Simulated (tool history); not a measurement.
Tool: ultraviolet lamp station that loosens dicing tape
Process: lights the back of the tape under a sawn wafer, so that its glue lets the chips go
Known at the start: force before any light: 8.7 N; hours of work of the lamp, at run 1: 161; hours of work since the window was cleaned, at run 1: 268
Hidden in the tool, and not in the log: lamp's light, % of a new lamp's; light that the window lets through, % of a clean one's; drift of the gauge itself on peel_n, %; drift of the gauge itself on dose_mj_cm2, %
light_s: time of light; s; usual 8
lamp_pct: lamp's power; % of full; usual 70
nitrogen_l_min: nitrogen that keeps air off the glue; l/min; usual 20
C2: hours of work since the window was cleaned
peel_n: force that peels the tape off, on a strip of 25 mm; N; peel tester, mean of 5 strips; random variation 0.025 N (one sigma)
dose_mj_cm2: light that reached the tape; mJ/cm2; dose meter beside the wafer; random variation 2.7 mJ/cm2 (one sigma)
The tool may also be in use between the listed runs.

Run 1, day 0: usual settings; hours of work of the lamp 161; C2 268. Result: peel_n 1.501 N, dose_mj_cm2 338 mJ/cm2.
Run 2, day 0.521: usual settings; hours of work of the lamp 171; C2 278. Result: peel_n 1.508 N, dose_mj_cm2 336 mJ/cm2.
Run 3, day 1.233: usual settings but nitrogen_l_min 7 l/min; hours of work of the lamp 184; C2 291. Result: peel_n 2.942 N, dose_mj_cm2 338 mJ/cm2.
Run 4, day 2.012: usual settings; hours of work of the lamp 199; C2 305. Result: peel_n 1.479 N, dose_mj_cm2 331 mJ/cm2.
Run 5, day 2.696: usual settings; hours of work of the lamp 211; C2 318. Result: peel_n 1.514 N, dose_mj_cm2 336 mJ/cm2.
Run 6, day 3.433: usual settings; hours of work of the lamp 225; C2 332. Result: peel_n 1.534 N, dose_mj_cm2 325 mJ/cm2.
Run 7, day 4.262: usual settings but lamp_pct 72 % of full; hours of work of the lamp 240; C2 347. Result: peel_n 1.559 N, dose_mj_cm2 335 mJ/cm2.
Run 8, day 4.646: usual settings but lamp_pct 72 % of full; hours of work of the lamp 248; C2 354. Result: peel_n 1.511 N, dose_mj_cm2 333 mJ/cm2.
Run 9, day 5.296: usual settings; hours of work of the lamp 260; C2 366. Result: peel_n 1.573 N, dose_mj_cm2 326 mJ/cm2.
Run 10, day 5.892: usual settings; hours of work of the lamp 271; C2 378. Result: peel_n 1.634 N, dose_mj_cm2 322 mJ/cm2.
Run 11, day 6.7: usual settings; hours of work of the lamp 286; C2 393. Result: peel_n 1.575 N, dose_mj_cm2 320 mJ/cm2.
Run 12, day 7.133: usual settings; hours of work of the lamp 294; C2 401. Result: peel_n 1.621 N, dose_mj_cm2 318 mJ/cm2.
Run 13, day 7.825: usual settings; hours of work of the lamp 307; C2 413. Result: peel_n 1.637 N, dose_mj_cm2 316 mJ/cm2.
At day 8.308: window cleaned of glue's vapour.
Run 14, day 8.688: usual settings; hours of work of the lamp 322; C2 7. Result: peel_n 1.527 N, dose_mj_cm2 333 mJ/cm2.
Run 15, day 9.5: usual settings; hours of work of the lamp 337; C2 22. Result: peel_n 1.551 N, dose_mj_cm2 326 mJ/cm2.
Run 16, day 9.925: usual settings; hours of work of the lamp 345; C2 30. Result: peel_n 1.531 N, dose_mj_cm2 325 mJ/cm2.
Run 17, day 10.504: usual settings; hours of work of the lamp 356; C2 41. Result: peel_n 1.587 N, dose_mj_cm2 331 mJ/cm2.
Run 18, day 11.362: usual settings but nitrogen_l_min 18 l/min; hours of work of the lamp 372; C2 57. Result: peel_n 1.696 N, dose_mj_cm2 326 mJ/cm2.
Run 19, day 11.971: usual settings but light_s 6 s; hours of work of the lamp 383; C2 68. Result: peel_n 2.464 N, dose_mj_cm2 239 mJ/cm2.
Run 20, day 12.6: usual settings but light_s 12 s, lamp_pct 90 % of full, nitrogen_l_min 8 l/min; hours of work of the lamp 395; C2 80. Result: peel_n 1.015 N, dose_mj_cm2 612 mJ/cm2.
Run 21, day 12.979: usual settings but light_s 12 s, lamp_pct 94 % of full, nitrogen_l_min 25 l/min; hours of work of the lamp 402; C2 87. Result: peel_n 0.314 N, dose_mj_cm2 644 mJ/cm2.
Run 22, day 13.379: usual settings but light_s 11 s, nitrogen_l_min 27 l/min; hours of work of the lamp 409; C2 94. Result: peel_n 0.722 N, dose_mj_cm2 438 mJ/cm2.
Run 23, day 13.85: usual settings but light_s 15 s, lamp_pct 98 % of full, nitrogen_l_min 17 l/min; hours of work of the lamp 418; C2 103. Result: peel_n 0.248 N, dose_mj_cm2 829 mJ/cm2.
Run 24, day 14.238: usual settings but light_s 6 s, lamp_pct 78 % of full; hours of work of the lamp 425; C2 110. Result: peel_n 2.166 N, dose_mj_cm2 264 mJ/cm2.
Run 25, day 14.612: usual settings but light_s 12 s, lamp_pct 75 % of full, nitrogen_l_min 11 l/min; hours of work of the lamp 432; C2 117. Result: peel_n 1.147 N, dose_mj_cm2 511 mJ/cm2.
Run 26, day 15.142: usual settings but light_s 12 s, lamp_pct 75 % of full, nitrogen_l_min 11 l/min; hours of work of the lamp 442; C2 127. Result: peel_n 1.189 N, dose_mj_cm2 501 mJ/cm2.
Run 27, day 15.667: usual settings but light_s 5 s, nitrogen_l_min 10 l/min; hours of work of the lamp 452; C2 137. Result: peel_n 4.071 N, dose_mj_cm2 195 mJ/cm2.
Run 28, day 16.283: usual settings but light_s 5 s, lamp_pct 99 % of full, nitrogen_l_min 13 l/min; hours of work of the lamp 463; C2 148. Result: peel_n 2.588 N, dose_mj_cm2 279 mJ/cm2.
Run 29, day 16.717: usual settings but light_s 10 s, lamp_pct 62 % of full, nitrogen_l_min 7 l/min; hours of work of the lamp 471; C2 156. Result: peel_n 2.759 N, dose_mj_cm2 341 mJ/cm2.
Run 30, day 17.117: usual settings but nitrogen_l_min 8 l/min; hours of work of the lamp 479; C2 164. Result: peel_n 2.923 N, dose_mj_cm2 302 mJ/cm2.
Run 31, day 17.538: usual settings but light_s 14 s, lamp_pct 73 % of full, nitrogen_l_min 25 l/min; hours of work of the lamp 487; C2 171. Result: peel_n 0.44 N, dose_mj_cm2 556 mJ/cm2.
Run 32, day 18.129: usual settings but light_s 10 s, lamp_pct 73 % of full, nitrogen_l_min 12 l/min; hours of work of the lamp 498; C2 182. Result: peel_n 1.605 N, dose_mj_cm2 390 mJ/cm2.
Run 33, day 18.512: usual settings but light_s 4 s, nitrogen_l_min 8 l/min; hours of work of the lamp 505; C2 189. Result: peel_n 4.931 N, dose_mj_cm2 153 mJ/cm2.
Run 34, day 19.1: usual settings but lamp_pct 85 % of full, nitrogen_l_min 9 l/min; hours of work of the lamp 516; C2 200. Result: peel_n 2.259 N, dose_mj_cm2 361 mJ/cm2.

Forecast each of these 4 alternatives for the next run:
Run A, day 19.871: usual settings but lamp_pct 92 % of full; hours of work of the lamp 530; C2 215. Result: peel_n ?, dose_mj_cm2 ?.
Run B, day 19.871: usual settings but lamp_pct 85 % of full, nitrogen_l_min 22 l/min; hours of work of the lamp 530; C2 215. Result: peel_n ?, dose_mj_cm2 ?.
Run C, day 19.871: usual settings but light_s 5 s, lamp_pct 99 % of full, nitrogen_l_min 28 l/min; hours of work of the lamp 530; C2 215. Result: peel_n ?, dose_mj_cm2 ?.
Run D, day 19.871: usual settings but light_s 9 s, lamp_pct 85 % of full, nitrogen_l_min 16 l/min; hours of work of the lamp 530; C2 215. Result: peel_n ?, dose_mj_cm2 ?.

run  peel_n  dose_mj_cm2
  A   1.143          397
  B    1.24          362
  C   1.838          263
  D   1.248          407
Without the tool's hidden state the same runs would have given:
run  peel_n  dose_mj_cm2
  A    0.72          495
  B   0.791          453
  C   1.263          328
  D   0.805          509
